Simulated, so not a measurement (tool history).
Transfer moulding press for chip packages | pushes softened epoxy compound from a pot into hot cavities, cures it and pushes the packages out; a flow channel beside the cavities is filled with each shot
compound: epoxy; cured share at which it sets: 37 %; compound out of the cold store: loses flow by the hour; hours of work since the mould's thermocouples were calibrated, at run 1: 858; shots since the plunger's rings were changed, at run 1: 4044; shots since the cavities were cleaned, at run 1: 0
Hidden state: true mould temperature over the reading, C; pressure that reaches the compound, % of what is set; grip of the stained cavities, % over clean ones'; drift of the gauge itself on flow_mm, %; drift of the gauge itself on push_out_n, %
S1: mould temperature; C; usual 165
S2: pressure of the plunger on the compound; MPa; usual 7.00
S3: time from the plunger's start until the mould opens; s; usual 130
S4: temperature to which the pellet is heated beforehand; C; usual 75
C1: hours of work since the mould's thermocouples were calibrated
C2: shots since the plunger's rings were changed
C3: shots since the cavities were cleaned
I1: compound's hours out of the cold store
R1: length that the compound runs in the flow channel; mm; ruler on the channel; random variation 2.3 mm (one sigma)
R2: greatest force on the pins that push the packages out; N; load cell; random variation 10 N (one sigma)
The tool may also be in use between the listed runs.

Run 1, hour 0.0: usual settings; C1 858; C2 4044; C3 0; I1 20.4. Result: R1 808 mm, R2 487 N.
At hour 35.2: mould's thermocouples calibrated.
Run 2, hour 55.8: usual settings but S1 159 C; C1 10; C2 4398; C3 354; I1 28.0. Result: R1 803 mm, R2 773 N.
Run 3, hour 96.7: usual settings but S1 159 C; C1 29; C2 4668; C3 624; I1 20.4. Result: R1 822 mm, R2 904 N.
Run 4, hour 123.7: usual settings but S1 159 C; C1 42; C2 4845; C3 801; I1 47.5. Result: R1 731 mm, R2 887 N.
At hour 134.9: plunger's sealing rings changed.
At hour 151.5: cavities cleaned with cleaning compound and waxed.
Run 5, hour 186.2: usual settings but S1 159 C; C1 70; C2 328; C3 229; I1 39.3. Result: R1 796 mm, R2 703 N.
Run 6, hour 225.8: usual settings but S1 170 C; C1 89; C2 588; C3 489; I1 12.4. Result: R1 854 mm, R2 662 N.
Run 7, hour 273.8: usual settings but S1 170 C, S4 68 C; C1 112; C2 905; C3 806; I1 15.0. Result: R1 834 mm, R2 724 N.
At hour 298.8: cavities cleaned with cleaning compound and waxed.
Run 8, hour 319.4: usual settings but S1 170 C, S4 68 C; C1 133; C2 1196; C3 136; I1 38.6. Result: R1 750 mm, R2 510 N.
Run 9, hour 354.5: usual settings but S1 170 C, S4 68 C; C1 150; C2 1427; C3 367; I1 19.0. Result: R1 818 mm, R2 601 N.
Run 10, hour 405.3: usual settings; C1 174; C2 1761; C3 701; I1 15.1. Result: R1 850 mm, R2 763 N.
At hour 447.1: cavities cleaned with cleaning compound and waxed.
Run 11, hour 448.9: usual settings; C1 194; C2 2038; C3 12; I1 8.4. Result: R1 870 mm, R2 494 N.
Run 12, hour 492.8: usual settings; C1 215; C2 2327; C3 301; I1 30.0. Result: R1 787 mm, R2 600 N.
Run 13, hour 522.3: usual settings; C1 229; C2 2522; C3 496; I1 22.1. Result: R1 814 mm, R2 698 N.
Run 14, hour 567.9: usual settings but S3 139 s; C1 251; C2 2822; C3 796; I1 25.2. Result: R1 802 mm, R2 780 N.
At hour 591.2: cavities cleaned with cleaning compound and waxed.
Run 15, hour 621.0: usual settings but S3 139 s; C1 275; C2 3162; C3 196; I1 21.2. Result: R1 809 mm, R2 553 N.
Run 16, hour 655.6: usual settings but S2 5.80 MPa, S3 139 s; C1 292; C2 3390; C3 424; I1 20.5. Result: R1 739 mm, R2 635 N.
Run 17, hour 690.7: usual settings but S1 163 C, S3 161 s, S4 77 C; C1 309; C2 3621; C3 655; I1 39.0. Result: R1 750 mm, R2 689 N.
Run 18, hour 725.7: usual settings but S1 161 C, S2 7.65 MPa, S4 84 C; C1 325; C2 3852; C3 886; I1 29.9. Result: R1 824 mm, R2 899 N.
At hour 736.5: cavities cleaned with cleaning compound and waxed.
Run 19, hour 784.4: usual settings but S1 161 C, S2 7.65 MPa, S4 84 C; C1 352; C2 4228; C3 316; I1 34.1. Result: R1 803 mm, R2 702 N.
Run 20, hour 817.4: usual settings but S1 164 C, S2 8.35 MPa, S3 114 s, S4 84 C; C1 368; C2 4445; C3 533; I1 45.8. Result: R1 785 mm, R2 767 N.
Run 21, hour 874.0: usual settings but S1 159 C, S2 7.16 MPa, S3 164 s, S4 79 C; C1 395; C2 4819; C3 907; I1 43.7. Result: R1 749 mm, R2 773 N.
At hour 880.6: cavities cleaned with cleaning compound and waxed.
At hour 893.9: plunger's sealing rings changed.
Run 22, hour 915.8: usual settings but S1 160 C, S2 6.14 MPa, S3 139 s, S4 80 C; C1 413; C2 144; C3 215; I1 20.0. Result: R1 811 mm, R2 640 N.
Run 23, hour 963.8: usual settings but S3 144 s; C1 436; C2 461; C3 532; I1 36.9. Result: R1 774 mm, R2 671 N.
Run 24, hour 1016.1: usual settings but S3 144 s; C1 461; C2 805; C3 876; I1 40.6. Result: R1 763 mm, R2 756 N.
At hour 1028.1: cavities cleaned with cleaning compound and waxed.
Run 25, hour 1073.1: usual settings but S3 144 s; C1 487; C2 1170; C3 296; I1 32.0. Result: R1 792 mm, R2 605 N.
Run 26, hour 1115.9: usual settings but S2 6.09 MPa, S4 71 C; C1 508; C2 1452; C3 578; I1 43.3. Result: R1 697 mm, R2 747 N.
Run 27, hour 1148.5: usual settings but S1 164 C; C1 523; C2 1667; C3 793; I1 30.6. Result: R1 793 mm, R2 804 N.

5 ways to go on from here, each from the tool as it stands after run 27. What would each give?
At hour 1172.8: cavities cleaned with cleaning compound and waxed.
Run A, hour 1175.9: usual settings but S3 150 s, S4 79 C; C1 536; C2 1838; C3 21; I1 14.1. Result: R1 ?, R2 ?.
At hour 1172.8: cavities cleaned with cleaning compound and waxed.
Run B, hour 1175.9: usual settings but S1 173 C, S2 8.01 MPa; C1 536; C2 1838; C3 21; I1 32.8. Result: R1 ?, R2 ?.
At hour 1172.8: cavities cleaned with cleaning compound and waxed.
Run C, hour 1175.9: usual settings but S1 167 C, S2 5.52 MPa, S3 122 s; C1 536; C2 1838; C3 21; I1 28.2. Result: R1 ?, R2 ?.
At hour 1172.8: cavities cleaned with cleaning compound and waxed.
Run D, hour 1175.9: usual settings but S1 169 C, S2 8.30 MPa, S3 124 s; C1 536; C2 1838; C3 21; I1 15.2. Result: R1 ?, R2 ?.
At hour 1172.8: cavities cleaned with cleaning compound and waxed.
Run E, hour 1175.9: usual settings but S1 169 C, S2 8.18 MPa, S4 69 C; C1 536; C2 1838; C3 21; I1 22.6. Result: R1 ?, R2 ?.

run   R1   R2
  A  851  454
  B  809  446
  C  698  478
  D  900  496
  E  864  456
Without the tool's hidden state the same runs would have given:
run   R1   R2
  A  872  436
  B  829  431
  C  715  456
  D  922  476
  E  886  439

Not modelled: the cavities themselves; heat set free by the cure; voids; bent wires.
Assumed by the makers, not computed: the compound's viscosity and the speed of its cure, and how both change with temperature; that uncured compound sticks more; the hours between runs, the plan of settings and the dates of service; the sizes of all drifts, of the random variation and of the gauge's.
